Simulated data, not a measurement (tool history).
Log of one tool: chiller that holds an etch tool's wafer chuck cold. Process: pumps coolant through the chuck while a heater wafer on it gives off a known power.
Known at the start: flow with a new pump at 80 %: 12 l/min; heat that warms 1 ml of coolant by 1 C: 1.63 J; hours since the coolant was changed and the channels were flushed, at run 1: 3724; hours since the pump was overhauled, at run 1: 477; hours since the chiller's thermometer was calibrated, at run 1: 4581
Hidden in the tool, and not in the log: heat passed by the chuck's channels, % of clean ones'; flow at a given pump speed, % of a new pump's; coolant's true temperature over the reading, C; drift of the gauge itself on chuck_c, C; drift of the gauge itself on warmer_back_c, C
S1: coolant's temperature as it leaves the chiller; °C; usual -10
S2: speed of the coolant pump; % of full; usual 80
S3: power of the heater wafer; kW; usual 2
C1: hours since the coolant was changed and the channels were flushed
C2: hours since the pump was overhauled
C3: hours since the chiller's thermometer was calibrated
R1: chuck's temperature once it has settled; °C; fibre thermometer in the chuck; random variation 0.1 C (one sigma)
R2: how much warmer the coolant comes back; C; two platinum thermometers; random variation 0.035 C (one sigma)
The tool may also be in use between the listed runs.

| run | hour | S1 | S2 | S3 | C1 | C2 | C3 | R1 | R2 |
|---|---|---|---|---|---|---|---|---|---|
| 1 | 0 | -10 | 80 | 2 | 3724 | 477 | 4581 | 6.7 | 6.14 |
| 2 | 31.2 | -3 | 80 | 2 | 3755 | 508 | 4612 | 13.9 | 6.12 |
| 3 | 66.8 | -3 | 62 | 2 | 3791 | 544 | 4648 | 17 | 8.08 |
| 4 | 96.2 | -17 | 80 | 2 | 3820 | 573 | 4677 | -0.2 | 6.17 |
| 5 | 133.6 | -10 | 80 | 1.148 | 3857 | 611 | 4714 | -0.5 | 3.5 |
| 6 | 161.4 | -10 | 86 | 2 | 3885 | 638 | 4742 | 6 | 5.67 |
| 7 | 201.6 | -10 | 86 | 2 | 3925 | 679 | 4782 | 6 | 5.69 |
| 8 | 223.5 | -10 | 86 | 2 | 3947 | 700 | 4804 | 6 | 5.66 |
| 9 | 241.4 | -5 | 80 | 2 | 3965 | 718 | 4822 | 11.9 | 6.14 |
| 10 | 267.1 | -5 | 80 | 2 | 3991 | 744 | 4848 | 11.9 | 6.12 |
| 11 | 287 | -5 | 80 | 2 | 4011 | 764 | 4868 | 12 | 6.13 |
| 12 | 313.9 | -5 | 62 | 2 | 4038 | 791 | 4895 | 15.2 | 8 |
| 13 | 336.1 | -5 | 62 | 2 | 4060 | 813 | 4917 | 15.2 | 8.07 |
| 14 | 370.9 | -10 | 75 | 2 | 4095 | 848 | 4952 | 7.6 | 6.57 |
| 15 | 395.6 | -10 | 75 | 2 | 4119 | 873 | 4976 | 7.5 | 6.62 |
|  | 399.1 | chiller's thermometer calibrated |
| 16 | 416.6 | -10 | 80 | 1.848 | 4139 | 892 | 18 | 5.4 | 5.72 |
| 17 | 451.9 | -8 | 87 | 2.156 | 4175 | 928 | 53 | 9.3 | 5.97 |
| 18 | 472.9 | -16 | 86 | 2.512 | 4196 | 949 | 74 | 4.4 | 7.05 |
| 19 | 493 | -10 | 80 | 1.065 | 4216 | 969 | 94 | -1.3 | 3.27 |
|  | 500.5 | chiller's thermometer calibrated, once more |
| 20 | 523.3 | -9 | 80 | 1.825 | 4245 | 998 | 23 | 7.1 | 5.56 |
| 21 | 559.9 | -9 | 63 | 1.019 | 4282 | 1035 | 59 | 1.5 | 4 |
| 22 | 583.4 | -12 | 80 | 2.426 | 4305 | 1058 | 83 | 9.5 | 7.46 |
| 23 | 624 | -5 | 65 | 1.106 | 4346 | 1099 | 123 | 6.2 | 4.31 |
| 24 | 649 | -13 | 88 | 1.106 | 4371 | 1124 | 149 | -3.8 | 3.02 |
| 25 | 678.4 | -3 | 80 | 2 | 4400 | 1153 | 178 | 14.6 | 6.1 |
| 26 | 714.5 | -1 | 82 | 2 | 4436 | 1189 | 214 | 16.3 | 5.99 |
| 27 | 750.8 | -1 | 82 | 2 | 4473 | 1226 | 250 | 16.4 | 6.07 |
| 28 | 783.7 | -1 | 82 | 2 | 4506 | 1259 | 283 | 16.4 | 6.01 |
| 29 | 825.5 | -1 | 82 | 2 | 4547 | 1300 | 325 | 16.4 | 6.03 |
| 30 | 849.5 | -10 | 64 | 1.141 | 4571 | 1324 | 349 | 1.7 | 4.51 |
| 31 | 880 | -9 | 61 | 2.645 | 4602 | 1355 | 379 | 19 | 10.86 |
| 32 | 922.8 | -19 | 75 | 1.428 | 4645 | 1398 | 422 | -5.9 | 4.74 |

3 ways to go on from here, each from the tool as it stands after run 32. What would each give?
| A | 957.1 | -19 | 99 | 1.896 | 4679 | 1432 | 457 | ? | ? |
| B | 957.1 | -19 | 75 | 2.251 | 4679 | 1432 | 457 | ? | ? |
| C | 957.1 | -19 | 75 | 2.568 | 4679 | 1432 | 457 | ? | ? |

| run | R1 | R2 |
|---|---|---|
| A | -4.4 | 4.63 |
| B | 1.9 | 7.48 |
| C | 4.7 | 8.46 |
Without the tool's hidden state the same runs would have given:
| run | R1 | R2 |
|---|---|---|
| A | -5.7 | 4.59 |
| B | 0 | 7.41 |
| C | 2.6 | 8.39 |
